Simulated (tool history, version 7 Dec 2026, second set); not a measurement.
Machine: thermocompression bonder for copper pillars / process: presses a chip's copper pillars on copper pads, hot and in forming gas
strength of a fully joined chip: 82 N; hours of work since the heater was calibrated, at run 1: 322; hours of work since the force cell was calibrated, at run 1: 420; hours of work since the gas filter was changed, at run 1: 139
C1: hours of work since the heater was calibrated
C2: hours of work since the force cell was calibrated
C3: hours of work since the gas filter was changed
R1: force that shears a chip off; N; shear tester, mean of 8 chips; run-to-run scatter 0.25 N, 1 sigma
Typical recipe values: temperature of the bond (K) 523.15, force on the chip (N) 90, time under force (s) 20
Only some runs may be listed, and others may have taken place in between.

Run 1, hour 0.0: usual settings; C1 322; C2 420; C3 139. Result: R1 31.5 N.
Run 2, hour 64.6: usual settings; C1 370; C2 468; C3 188. Result: R1 31.3 N.
Run 3, hour 161.5: usual settings; C1 442; C2 540; C3 260. Result: R1 31.5 N.
Run 4, hour 225.3: usual settings; C1 490; C2 588; C3 308. Result: R1 31.4 N.
Run 5, hour 316.6: usual settings but time under force (s) 22; C1 558; C2 656; C3 376. Result: R1 32.5 N.
At hour 324.8: heater calibrated with a thermocouple chip.
At hour 346.8: forming gas filter changed.
Run 6, hour 416.6: usual settings but time under force (s) 22; C1 68; C2 729; C3 52. Result: R1 32.8 N.
Run 7, hour 473.4: usual settings but time under force (s) 22; C1 111; C2 772; C3 95. Result: R1 32.2 N.
Run 8, hour 561.5: usual settings but temperature of the bond (K) 534.15, time under force (s) 10; C1 176; C2 837; C3 160. Result: R1 26.9 N.
Run 9, hour 640.0: usual settings but force on the chip (N) 84; C1 235; C2 896; C3 219. Result: R1 29.9 N.
Run 10, hour 711.8: usual settings but force on the chip (N) 84; C1 289; C2 950; C3 273. Result: R1 29.9 N.
Run 11, hour 773.3: usual settings but temperature of the bond (K) 519.15, force on the chip (N) 84; C1 335; C2 996; C3 319. Result: R1 28.6 N.

Consider 5 possible next runs. They are alternatives, not a sequence: every one starts from the tool as it was left by run 11. What does each give?
Run A, hour 853.5: usual settings but temperature of the bond (K) 544.15, force on the chip (N) 74; C1 395; C2 1056; C3 379. Result: R1 ?.
Run B, hour 853.5: usual settings but temperature of the bond (K) 498.15, force on the chip (N) 111; C1 395; C2 1056; C3 379. Result: R1 ?.
Run C, hour 853.5: usual settings but force on the chip (N) 135, time under force (s) 14; C1 395; C2 1056; C3 379. Result: R1 ?.
Run D, hour 853.5: usual settings but temperature of the bond (K) 519.15, force on the chip (N) 116; C1 395; C2 1056; C3 379. Result: R1 ?.
Run E, hour 853.5: usual settings but temperature of the bond (K) 519.15, force on the chip (N) 76; C1 395; C2 1056; C3 379. Result: R1 ?.

run    R1
  A  33.1
  B  27.8
  C  36.9
  D  36.1
  E  26.0
The same runs, with their run-to-run variation unchanged, on a tool lacking any hidden condition would have given:
run    R1
  A  33.1
  B  27.7
  C  36.8
  D  36.0
  E  25.9
